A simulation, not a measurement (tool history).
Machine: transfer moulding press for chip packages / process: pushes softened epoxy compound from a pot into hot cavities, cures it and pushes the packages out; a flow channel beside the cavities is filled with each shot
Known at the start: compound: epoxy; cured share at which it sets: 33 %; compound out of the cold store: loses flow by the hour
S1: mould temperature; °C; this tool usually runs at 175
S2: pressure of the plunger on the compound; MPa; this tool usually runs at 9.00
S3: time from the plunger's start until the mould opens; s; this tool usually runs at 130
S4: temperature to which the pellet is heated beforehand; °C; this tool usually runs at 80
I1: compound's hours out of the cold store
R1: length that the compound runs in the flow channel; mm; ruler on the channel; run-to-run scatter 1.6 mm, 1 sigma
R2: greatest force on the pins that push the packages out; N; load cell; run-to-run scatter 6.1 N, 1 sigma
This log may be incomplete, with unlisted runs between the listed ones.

run   hour   S1     S2   S3  S4    I1   R1   R2
  1    0.0  175   9.00  130  80  44.6  694  269
  2    8.7  175   9.00  130  84  21.5  739  314
  3   13.9  175   9.00  130  84  47.2  691  312
  4   20.7  175   9.00  130  84  47.6  688  337
  5   30.1  175   9.00  130  84  38.9  704  377
  6   37.9  175   9.00  130  84  11.1  764  390
      45.1  -- cavities cleaned with cleaning compound and waxed
  7   48.6  175   9.00  130  84  30.1  723  256
      55.2  -- plunger's sealing rings changed
  8   58.0  175   9.00  130  84  21.6  763  269
  9   67.2  175   9.00  130  84  21.4  761  322
 10   73.9  175   9.00  130  84  41.9  720  332
      76.6  -- mould's thermocouples calibrated
 11   80.6  175   9.00  130  84   9.6  788  343
 12   90.1  175   9.00  130  84  15.2  771  370
 13   97.0  175   9.00  130  84  36.6  729  375
     105.6  -- cavities cleaned with cleaning compound and waxed
 14  107.2  182   9.00  166  84  20.5  746  216
 15  114.9  175   9.55  155  85  34.5  749  254
     121.7  -- mould's thermocouples calibrated, once more
 16  124.7  175   9.55  155  85  14.5  796  277
 17  132.6  171  10.03  144  84  26.1  801  331
 18  139.9  168   9.00  114  78  27.3  758  620
 19  145.7  168   9.00  114  78  10.3  798  678
 20  152.4  170   9.00  126  89  42.2  725  471
 21  158.7  170  10.41  155  82  44.6  772  392
     163.5  -- cavities cleaned with cleaning compound and waxed
 22  169.3  170   7.64  155  81  35.8  680  259
 23  174.6  170   7.64  155  72  41.9  664  282
 24  179.7  175   9.54  130  80  36.7  747  280
 25  187.9  175   8.57  129  75  13.3  752  317

Branching from run 25: 5 alternative next runs. What would each branch give?
  A  192.1  180  10.56  111  80  14.8   ?   ?
  B  192.1  167  10.51  148  80  29.8   ?   ?
  C  192.1  175   8.57  129  77  26.8   ?   ?
  D  192.1  174   7.49  130  80  16.9   ?   ?
  E  192.1  175   8.48  170  75  18.4   ?   ?

run   R1   R2
  A  819  337
  B  816  376
  C  724  338
  D  699  355
  E  741  308
Without the tool's unlogged condition, the same runs would have read:
run   R1   R2
  A  828  234
  B  825  257
  C  732  231
  D  707  244
  E  749  213
